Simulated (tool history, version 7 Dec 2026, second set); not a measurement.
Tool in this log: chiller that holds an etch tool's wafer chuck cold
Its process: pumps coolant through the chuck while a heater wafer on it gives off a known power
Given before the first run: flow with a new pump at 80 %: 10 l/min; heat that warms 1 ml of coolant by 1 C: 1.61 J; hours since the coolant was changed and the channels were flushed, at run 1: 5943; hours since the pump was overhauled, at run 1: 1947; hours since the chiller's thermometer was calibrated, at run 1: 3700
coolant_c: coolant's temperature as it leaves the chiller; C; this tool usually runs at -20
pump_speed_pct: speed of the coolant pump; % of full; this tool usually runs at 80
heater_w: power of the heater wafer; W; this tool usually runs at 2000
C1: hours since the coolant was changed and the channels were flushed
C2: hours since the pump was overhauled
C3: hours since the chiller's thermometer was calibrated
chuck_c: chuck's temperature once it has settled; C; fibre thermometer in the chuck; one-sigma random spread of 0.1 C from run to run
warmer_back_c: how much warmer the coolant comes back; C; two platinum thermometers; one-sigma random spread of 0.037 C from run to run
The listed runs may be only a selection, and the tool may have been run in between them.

Run 1, hour 0.0: usual settings; C1 5943; C2 1947; C3 3700. Result: chuck_c -0.1 C, warmer_back_c 7.48 C.
Run 2, hour 76.1: usual settings; C1 6019; C2 2023; C3 3776. Result: chuck_c 0.0 C, warmer_back_c 7.58 C.
Run 3, hour 142.8: usual settings; C1 6086; C2 2090; C3 3843. Result: chuck_c 0.1 C, warmer_back_c 7.58 C.
Run 4, hour 201.9: usual settings; C1 6145; C2 2149; C3 3902. Result: chuck_c 0.2 C, warmer_back_c 7.61 C.
Run 5, hour 263.8: usual settings; C1 6207; C2 2211; C3 3964. Result: chuck_c 0.2 C, warmer_back_c 7.63 C.
Run 6, hour 321.2: usual settings; C1 6264; C2 2268; C3 4021. Result: chuck_c 0.2 C, warmer_back_c 7.63 C.
Run 7, hour 372.6: usual settings; C1 6315; C2 2320; C3 4073. Result: chuck_c 0.3 C, warmer_back_c 7.59 C.
Run 8, hour 448.3: usual settings but pump_speed_pct 69 % of full; C1 6391; C2 2395; C3 4148. Result: chuck_c 3.2 C, warmer_back_c 8.87 C.
Run 9, hour 528.4: usual settings; C1 6471; C2 2475; C3 4228. Result: chuck_c 0.6 C, warmer_back_c 7.64 C.
Run 10, hour 569.7: usual settings but pump_speed_pct 75 % of full; C1 6513; C2 2517; C3 4270. Result: chuck_c 1.7 C, warmer_back_c 8.16 C.
At hour 585.7: coolant changed, channels flushed.
Run 11, hour 635.4: usual settings but coolant_c -18 C; C1 50; C2 2577; C3 4329. Result: chuck_c -0.4 C, warmer_back_c 7.57 C.
Run 12, hour 692.3: usual settings but coolant_c -27 C; C1 107; C2 2633; C3 4386. Result: chuck_c -9.2 C, warmer_back_c 7.74 C.
At hour 706.2: chiller's thermometer calibrated.
Run 13, hour 745.0: usual settings but coolant_c -27 C; C1 158; C2 2685; C3 39. Result: chuck_c -9.3 C, warmer_back_c 7.60 C.
Run 14, hour 798.2: usual settings but coolant_c -14 C; C1 212; C2 2738; C3 92. Result: chuck_c 3.7 C, warmer_back_c 7.64 C.
Run 15, hour 871.1: usual settings but coolant_c -14 C; C1 284; C2 2811; C3 165. Result: chuck_c 3.8 C, warmer_back_c 7.60 C.
Run 16, hour 939.9: usual settings but coolant_c -14 C; C1 353; C2 2880; C3 234. Result: chuck_c 3.7 C, warmer_back_c 7.68 C.
Run 17, hour 989.1: usual settings but heater_w 1404 W; C1 402; C2 2929; C3 283. Result: chuck_c -7.3 C, warmer_back_c 5.42 C.
Run 18, hour 1033.4: usual settings but heater_w 1404 W; C1 447; C2 2974; C3 327. Result: chuck_c -7.4 C, warmer_back_c 5.39 C.
Run 19, hour 1097.1: usual settings but heater_w 1404 W; C1 510; C2 3037; C3 391. Result: chuck_c -7.5 C, warmer_back_c 5.37 C.
Run 20, hour 1140.0: usual settings but heater_w 1404 W; C1 553; C2 3080; C3 434. Result: chuck_c -7.5 C, warmer_back_c 5.40 C.
Run 21, hour 1177.8: usual settings but heater_w 1404 W; C1 591; C2 3118; C3 472. Result: chuck_c -7.2 C, warmer_back_c 5.38 C.
Run 22, hour 1225.8: usual settings but heater_w 1404 W; C1 639; C2 3166; C3 520. Result: chuck_c -7.3 C, warmer_back_c 5.43 C.
Run 23, hour 1276.8: usual settings but heater_w 1404 W; C1 690; C2 3217; C3 571. Result: chuck_c -7.4 C, warmer_back_c 5.43 C.
Run 24, hour 1334.4: usual settings but coolant_c -12 C, pump_speed_pct 83 % of full, heater_w 1294 W; C1 748; C2 3274; C3 628. Result: chuck_c -0.6 C, warmer_back_c 4.80 C.
Run 25, hour 1413.0: usual settings but coolant_c -13 C, pump_speed_pct 83 % of full, heater_w 1294 W; C1 826; C2 3353; C3 707. Result: chuck_c -1.7 C, warmer_back_c 4.83 C.
Run 26, hour 1489.3: usual settings but coolant_c -18 C, pump_speed_pct 79 % of full, heater_w 1470 W; C1 903; C2 3429; C3 783. Result: chuck_c -4.6 C, warmer_back_c 5.78 C.
Run 27, hour 1562.5: usual settings but coolant_c -22 C, pump_speed_pct 87 % of full, heater_w 2330 W; C1 976; C2 3503; C3 856. Result: chuck_c -2.4 C, warmer_back_c 8.29 C.
Run 28, hour 1636.3: usual settings but coolant_c -22 C, pump_speed_pct 61 % of full, heater_w 2330 W; C1 1050; C2 3576; C3 930. Result: chuck_c 4.9 C, warmer_back_c 11.89 C.
Run 29, hour 1676.5: usual settings but coolant_c -11 C, heater_w 2820 W; C1 1090; C2 3617; C3 970. Result: chuck_c 14.7 C, warmer_back_c 10.91 C.
Run 30, hour 1718.9: usual settings but coolant_c -30 C, pump_speed_pct 63 % of full; C1 1132; C2 3659; C3 1013. Result: chuck_c -7.4 C, warmer_back_c 9.82 C.
Run 31, hour 1754.6: usual settings but coolant_c -30 C, pump_speed_pct 63 % of full; C1 1168; C2 3695; C3 1048. Result: chuck_c -7.4 C, warmer_back_c 9.94 C.

Consider 4 possible next runs. They are alternatives, not a sequence: every one starts from the tool as it was left by run 31. What does each give?
Run A, hour 1831.4: usual settings but coolant_c -30 C, pump_speed_pct 63 % of full, heater_w 1026 W; C1 1245; C2 3771; C3 1125. Result: chuck_c ?, warmer_back_c ?.
Run B, hour 1831.4: usual settings but coolant_c -23 C, pump_speed_pct 99 % of full, heater_w 1244 W; C1 1245; C2 3771; C3 1125. Result: chuck_c ?, warmer_back_c ?.
Run C, hour 1831.4: usual settings but pump_speed_pct 85 % of full, heater_w 1973 W; C1 1245; C2 3771; C3 1125. Result: chuck_c ?, warmer_back_c ?.
Run D, hour 1831.4: usual settings but coolant_c -14 C, pump_speed_pct 86 % of full, heater_w 1949 W; C1 1245; C2 3771; C3 1125. Result: chuck_c ?, warmer_back_c ?.

run  chuck_c  warmer_back_c
  A    -18.3           5.06
  B    -13.5           3.86
  C     -3.0           7.22
  D      2.5           7.03
What these runs would have given with no unlogged condition in the tool:
run  chuck_c  warmer_back_c
  A    -19.1           4.86
  B    -14.1           3.71
  C     -4.1           6.94
  D      1.5           6.76
